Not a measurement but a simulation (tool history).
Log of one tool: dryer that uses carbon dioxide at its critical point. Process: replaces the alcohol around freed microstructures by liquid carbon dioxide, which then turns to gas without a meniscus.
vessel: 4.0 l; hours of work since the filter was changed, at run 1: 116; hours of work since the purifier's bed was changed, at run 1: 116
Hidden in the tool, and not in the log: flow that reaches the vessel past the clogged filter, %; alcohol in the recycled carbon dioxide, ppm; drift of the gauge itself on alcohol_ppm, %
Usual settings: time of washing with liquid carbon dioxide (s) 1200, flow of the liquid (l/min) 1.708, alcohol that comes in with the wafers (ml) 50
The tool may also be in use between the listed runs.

| run | hour | time of washing with liquid carbon dioxide (s) | flow of the liquid (l/min) | alcohol that comes in with the wafers (ml) | hours of work since the filter was changed | hours of work since the purifier's bed was changed | alcohol left in the vessel before it's heated (ppm by volume) |
|---|---|---|---|---|---|---|---|
| 1 | 0 | 1200 | 1.708 | 50 | 116 | 116 | 32 |
| 2 | 8.3 | 1200 | 1.708 | 50 | 119 | 119 | 31 |
| 3 | 16.1 | 1200 | 1.708 | 50 | 121 | 121 | 38 |
| 4 | 21.5 | 1560 | 1.708 | 50 | 123 | 123 | 29 |
| 5 | 31.5 | 1560 | 1.708 | 50 | 127 | 127 | 39 |
| 6 | 38.7 | 1560 | 1.708 | 50 | 130 | 130 | 24 |
| 7 | 43.5 | 1560 | 1.708 | 50 | 131 | 131 | 23 |
| 8 | 51.3 | 1560 | 1.708 | 50 | 134 | 134 | 18 |
| 9 | 62.1 | 1560 | 1.708 | 84 | 138 | 138 | 29 |

The next listed run, before its measurement:
| 10 | 67.8 | 1560 | 1.708 | 84 | 140 | 140 | ? |

Run 10 gave alcohol left in the vessel before it's heated (ppm by volume) 33.
Without the tool's hidden state the same run would have given alcohol left in the vessel before it's heated (ppm by volume) 3.
